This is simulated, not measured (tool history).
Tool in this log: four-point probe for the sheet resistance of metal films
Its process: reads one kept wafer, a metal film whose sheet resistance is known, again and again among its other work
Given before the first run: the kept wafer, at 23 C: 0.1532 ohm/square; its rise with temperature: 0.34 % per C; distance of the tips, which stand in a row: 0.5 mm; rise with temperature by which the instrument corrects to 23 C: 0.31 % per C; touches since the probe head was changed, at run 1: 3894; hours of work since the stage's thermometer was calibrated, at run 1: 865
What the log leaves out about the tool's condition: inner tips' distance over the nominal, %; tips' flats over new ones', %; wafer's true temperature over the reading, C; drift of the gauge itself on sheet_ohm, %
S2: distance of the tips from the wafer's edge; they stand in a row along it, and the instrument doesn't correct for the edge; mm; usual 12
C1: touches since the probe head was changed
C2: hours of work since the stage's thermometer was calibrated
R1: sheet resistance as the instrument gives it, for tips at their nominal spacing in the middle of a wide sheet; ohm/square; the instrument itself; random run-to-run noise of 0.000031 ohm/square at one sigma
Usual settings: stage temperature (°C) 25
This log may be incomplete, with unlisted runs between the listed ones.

{"run": 1, "day": 0.0, "stage temperature (°C)": 25, "S2": 12, "C1": 3894, "C2": 865, "R1": 0.153446}
{"run": 2, "day": 0.629, "stage temperature (°C)": 25, "S2": 12, "C1": 4841, "C2": 876, "R1": 0.153456}
{"run": 3, "day": 1.162, "stage temperature (°C)": 25, "S2": 12, "C1": 5638, "C2": 885, "R1": 0.153524}
{"run": 4, "day": 1.858, "stage temperature (°C)": 25, "S2": 12, "C1": 6681, "C2": 898, "R1": 0.153402}
{"run": 5, "day": 2.5, "stage temperature (°C)": 25, "S2": 12, "C1": 7644, "C2": 909, "R1": 0.153454}
{"run": 6, "day": 2.875, "stage temperature (°C)": 25, "S2": 12, "C1": 8207, "C2": 916, "R1": 0.153477}
{"run": 7, "day": 3.429, "stage temperature (°C)": 25, "S2": 12, "C1": 9043, "C2": 925, "R1": 0.153481}
{"run": 8, "day": 3.996, "stage temperature (°C)": 25, "S2": 12, "C1": 9895, "C2": 936, "R1": 0.153481}
{"run": 9, "day": 4.338, "stage temperature (°C)": 25, "S2": 12, "C1": 10405, "C2": 942, "R1": 0.153453}
{"run": 10, "day": 4.833, "stage temperature (°C)": 25, "S2": 12, "C1": 11147, "C2": 950, "R1": 0.153502}
{"run": 11, "day": 5.633, "stage temperature (°C)": 32, "S2": 12, "C1": 12351, "C2": 964, "R1": 0.153753}
{"run": 12, "day": 6.212, "stage temperature (°C)": 22, "S2": 12, "C1": 13218, "C2": 975, "R1": 0.153316}
{"run": 13, "day": 6.862, "stage temperature (°C)": 22, "S2": 12, "C1": 14196, "C2": 986, "R1": 0.153318}
{"run": 14, "day": 7.383, "stage temperature (°C)": 25, "S2": 12, "C1": 14977, "C2": 995, "R1": 0.15341}
{"run": 15, "day": 8.054, "stage temperature (°C)": 25, "S2": 12, "C1": 15981, "C2": 1007, "R1": 0.153462}
{"run": 16, "day": 8.721, "stage temperature (°C)": 24, "S2": 12, "C1": 16986, "C2": 1019, "R1": 0.153409}
{"run": 17, "day": 9.438, "stage temperature (°C)": 18, "S2": 26, "C1": 18058, "C2": 1031, "R1": 0.153011}
{"run": 18, "day": 9.954, "stage temperature (°C)": 25, "S2": 4, "C1": 18834, "C2": 1041, "R1": 0.154625}
{"run": 19, "day": 10.471, "stage temperature (°C)": 18, "S2": 22, "C1": 19609, "C2": 1050, "R1": 0.153015}
{"run": 20, "day": 10.967, "stage temperature (°C)": 32, "S2": 11, "C1": 20358, "C2": 1058, "R1": 0.153801}
{"run": 21, "day": 11.704, "stage temperature (°C)": 19, "S2": 6, "C1": 21463, "C2": 1071, "R1": 0.153569}
{"run": 22, "day": 12.479, "stage temperature (°C)": 26, "S2": 4, "C1": 22627, "C2": 1085, "R1": 0.154611}
{"run": 23, "day": 13.129, "stage temperature (°C)": 25, "S2": 26, "C1": 23603, "C2": 1097, "R1": 0.153321}
{"run": 24, "day": 13.533, "stage temperature (°C)": 25, "S2": 26, "C1": 24209, "C2": 1104, "R1": 0.153302}
{"run": 25, "day": 14.329, "stage temperature (°C)": 25, "S2": 26, "C1": 25405, "C2": 1118, "R1": 0.153343}
{"run": 26, "day": 14.704, "stage temperature (°C)": 25, "S2": 26, "C1": 25965, "C2": 1124, "R1": 0.15335}
{"run": 27, "day": 15.512, "stage temperature (°C)": 25, "S2": 66, "C1": 27183, "C2": 1139, "R1": 0.153324}
{"run": 28, "day": 16.258, "stage temperature (°C)": 19, "S2": 10, "C1": 28297, "C2": 1152, "R1": 0.153225}
{"run": 29, "day": 16.75, "stage temperature (°C)": 19, "S2": 10, "C1": 29039, "C2": 1161, "R1": 0.153254}
{"run": 30, "day": 17.196, "stage temperature (°C)": 34, "S2": 12, "C1": 29707, "C2": 1168, "R1": 0.153921}
{"run": 31, "day": 17.733, "stage temperature (°C)": 32, "S2": 30, "C1": 30512, "C2": 1178, "R1": 0.153727}

Branching from run 31: 3 alternative next runs. What would each branch give?
{"run": "A", "day": 18.392, "stage temperature (°C)": 19, "S2": 30, "C1": 31499, "C2": 1189, "R1": "?"}
{"run": "B", "day": 18.392, "stage temperature (°C)": 21, "S2": 18, "C1": 31499, "C2": 1189, "R1": "?"}
{"run": "C", "day": 18.392, "stage temperature (°C)": 25, "S2": 22, "C1": 31499, "C2": 1189, "R1": "?"}

run=A R1=0.153053
run=B R1=0.153170
run=C R1=0.153322
Take away the tool's hidden state, keep each run's random variation, and the runs would have read:
run=A R1=0.153036
run=B R1=0.153153
run=C R1=0.153305
